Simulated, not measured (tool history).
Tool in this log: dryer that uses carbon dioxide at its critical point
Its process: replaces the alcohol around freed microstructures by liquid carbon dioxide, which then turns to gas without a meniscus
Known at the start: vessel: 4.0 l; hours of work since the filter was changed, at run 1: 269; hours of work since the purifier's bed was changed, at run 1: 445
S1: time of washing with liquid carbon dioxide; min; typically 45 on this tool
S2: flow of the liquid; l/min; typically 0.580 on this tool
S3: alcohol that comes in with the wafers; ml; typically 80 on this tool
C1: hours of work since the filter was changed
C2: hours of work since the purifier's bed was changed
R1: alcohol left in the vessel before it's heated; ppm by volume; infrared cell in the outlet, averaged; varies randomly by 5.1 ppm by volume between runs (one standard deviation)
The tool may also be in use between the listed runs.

{"run": 1, "hour": 0.0, "S1": 45, "S2": 0.58, "S3": 80, "C1": 269, "C2": 445, "R1": 318}
{"run": 2, "hour": 19.2, "S1": 45, "S2": 0.58, "S3": 80, "C1": 280, "C2": 456, "R1": 323}
{"run": 3, "hour": 33.1, "S1": 45, "S2": 0.58, "S3": 80, "C1": 288, "C2": 464, "R1": 322}
{"run": 4, "hour": 46.8, "S1": 45, "S2": 0.58, "S3": 80, "C1": 296, "C2": 472, "R1": 340}
{"run": 5, "hour": 63.7, "S1": 45, "S2": 0.58, "S3": 80, "C1": 306, "C2": 482, "R1": 337}
{"run": 6, "hour": 75.1, "S1": 45, "S2": 0.462, "S3": 80, "C1": 313, "C2": 488, "R1": 548}
{"run": 7, "hour": 88.5, "S1": 56, "S2": 0.58, "S3": 80, "C1": 320, "C2": 496, "R1": 272}
{"run": 8, "hour": 98.3, "S1": 45, "S2": 0.58, "S3": 80, "C1": 326, "C2": 502, "R1": 330}
{"run": 9, "hour": 107.6, "S1": 45, "S2": 0.58, "S3": 80, "C1": 331, "C2": 507, "R1": 338}
{"run": 10, "hour": 123.3, "S1": 62, "S2": 0.58, "S3": 80, "C1": 340, "C2": 516, "R1": 261}
{"run": 11, "hour": 142.3, "S1": 62, "S2": 0.58, "S3": 80, "C1": 351, "C2": 527, "R1": 279}
{"run": 12, "hour": 159.2, "S1": 45, "S2": 0.776, "S3": 80, "C1": 361, "C2": 537, "R1": 279}
{"run": 13, "hour": 171.4, "S1": 45, "S2": 0.776, "S3": 80, "C1": 368, "C2": 544, "R1": 288}
{"hour": 175.8, "done": "inlet filter changed"}
{"run": 14, "hour": 188.9, "S1": 45, "S2": 0.58, "S3": 80, "C1": 8, "C2": 554, "R1": 344}
{"run": 15, "hour": 198.5, "S1": 31, "S2": 0.58, "S3": 80, "C1": 13, "C2": 559, "R1": 680}
{"hour": 214.2, "done": "purifier's bed changed"}
{"run": 16, "hour": 214.5, "S1": 45, "S2": 0.455, "S3": 80, "C1": 21, "C2": 0, "R1": 238}
{"run": 17, "hour": 232.0, "S1": 45, "S2": 0.58, "S3": 80, "C1": 31, "C2": 10, "R1": 87}
{"run": 18, "hour": 242.3, "S1": 45, "S2": 0.58, "S3": 85, "C1": 37, "C2": 16, "R1": 92}
{"run": 19, "hour": 254.3, "S1": 45, "S2": 0.58, "S3": 85, "C1": 44, "C2": 23, "R1": 93}
{"run": 20, "hour": 262.1, "S1": 45, "S2": 0.58, "S3": 85, "C1": 48, "C2": 28, "R1": 99}
{"run": 21, "hour": 271.0, "S1": 45, "S2": 0.58, "S3": 85, "C1": 53, "C2": 33, "R1": 92}
{"run": 22, "hour": 285.1, "S1": 45, "S2": 0.58, "S3": 85, "C1": 61, "C2": 41, "R1": 106}
{"run": 23, "hour": 303.6, "S1": 45, "S2": 0.58, "S3": 52, "C1": 72, "C2": 52, "R1": 79}
{"run": 24, "hour": 312.8, "S1": 28, "S2": 0.738, "S3": 80, "C1": 78, "C2": 57, "R1": 264}
{"run": 25, "hour": 329.6, "S1": 28, "S2": 0.738, "S3": 80, "C1": 87, "C2": 67, "R1": 277}
{"run": 26, "hour": 348.5, "S1": 32, "S2": 0.58, "S3": 89, "C1": 98, "C2": 78, "R1": 462}
{"run": 27, "hour": 358.5, "S1": 65, "S2": 0.585, "S3": 22, "C1": 104, "C2": 83, "R1": 48}
{"run": 28, "hour": 369.8, "S1": 68, "S2": 0.585, "S3": 29, "C1": 110, "C2": 90, "R1": 50}
{"run": 29, "hour": 388.7, "S1": 68, "S2": 0.585, "S3": 29, "C1": 121, "C2": 101, "R1": 57}
{"run": 30, "hour": 401.5, "S1": 45, "S2": 0.41, "S3": 80, "C1": 129, "C2": 108, "R1": 469}
{"run": 31, "hour": 412.3, "S1": 45, "S2": 0.41, "S3": 80, "C1": 135, "C2": 115, "R1": 462}
{"run": 32, "hour": 421.9, "S1": 61, "S2": 0.789, "S3": 99, "C1": 141, "C2": 120, "R1": 65}
{"run": 33, "hour": 434.8, "S1": 61, "S2": 0.789, "S3": 99, "C1": 148, "C2": 128, "R1": 68}
{"run": 34, "hour": 445.4, "S1": 32, "S2": 0.364, "S3": 26, "C1": 154, "C2": 134, "R1": 645}
{"run": 35, "hour": 458.7, "S1": 32, "S2": 0.364, "S3": 26, "C1": 162, "C2": 141, "R1": 625}
{"run": 36, "hour": 477.1, "S1": 32, "S2": 0.364, "S3": 26, "C1": 173, "C2": 152, "R1": 653}
{"run": 37, "hour": 491.3, "S1": 45, "S2": 0.924, "S3": 32, "C1": 181, "C2": 160, "R1": 83}
{"run": 38, "hour": 503.7, "S1": 48, "S2": 0.715, "S3": 22, "C1": 188, "C2": 167, "R1": 87}
{"run": 39, "hour": 515.7, "S1": 48, "S2": 0.715, "S3": 22, "C1": 195, "C2": 174, "R1": 91}
{"run": 40, "hour": 533.0, "S1": 45, "S2": 0.381, "S3": 62, "C1": 205, "C2": 184, "R1": 516}
{"run": 41, "hour": 550.4, "S1": 42, "S2": 0.957, "S3": 74, "C1": 215, "C2": 194, "R1": 106}
{"run": 42, "hour": 567.0, "S1": 42, "S2": 0.957, "S3": 74, "C1": 225, "C2": 204, "R1": 109}
{"run": 43, "hour": 581.0, "S1": 44, "S2": 0.854, "S3": 80, "C1": 233, "C2": 212, "R1": 121}
{"run": 44, "hour": 600.2, "S1": 69, "S2": 0.638, "S3": 29, "C1": 244, "C2": 223, "R1": 119}
{"run": 45, "hour": 608.9, "S1": 33, "S2": 0.407, "S3": 22, "C1": 249, "C2": 228, "R1": 455}
{"run": 46, "hour": 619.3, "S1": 45, "S2": 0.58, "S3": 44, "C1": 255, "C2": 234, "R1": 177}

Here are 3 independent what-if runs from the current tool condition. What would each one return?
{"run": "A", "hour": 629.6, "S1": 52, "S2": 0.58, "S3": 44, "C1": 261, "C2": 240, "R1": "?"}
{"run": "B", "hour": 629.6, "S1": 45, "S2": 0.731, "S3": 103, "C1": 261, "C2": 240, "R1": "?"}
{"run": "C", "hour": 629.6, "S1": 64, "S2": 0.787, "S3": 100, "C1": 261, "C2": 240, "R1": "?"}

run=A R1=155
run=B R1=145
run=C R1=122
Take away the tool's hidden state, keep each run's random variation, and the runs would have read:
run=A R1=30
run=B R1=17
run=C R1=2
